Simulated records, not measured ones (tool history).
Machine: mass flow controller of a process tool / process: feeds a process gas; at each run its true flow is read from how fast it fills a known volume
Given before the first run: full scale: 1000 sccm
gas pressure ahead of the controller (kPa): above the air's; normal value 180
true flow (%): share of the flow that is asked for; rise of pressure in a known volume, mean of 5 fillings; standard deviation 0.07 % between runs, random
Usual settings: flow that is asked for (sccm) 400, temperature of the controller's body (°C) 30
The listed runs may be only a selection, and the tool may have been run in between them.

run	hour	flow that is asked for (sccm)	gas pressure ahead of the controller (kPa)	temperature of the controller's body (°C)	true flow (%)
1	0.0	400	180	30	97.30
2	179.8	400	180	30	97.08
3	434.8	400	217	30	96.89
4	715.1	400	180	30	97.17
5	905.7	400	180	30	97.15
6	1101.1	400	180	30	97.16
7	1384.3	400	180	24	97.48
# hour 1400.9: controller's zero set anew
8	1661.7	400	180	30	96.87

The next listed run, before its measurement:
9	1808.2	852	180	30	?

Run 9 gave true flow (%) 98.53.
Were there no unlogged condition in the tool, this run, its random variation unchanged, would have produced true flow (%) 99.27.

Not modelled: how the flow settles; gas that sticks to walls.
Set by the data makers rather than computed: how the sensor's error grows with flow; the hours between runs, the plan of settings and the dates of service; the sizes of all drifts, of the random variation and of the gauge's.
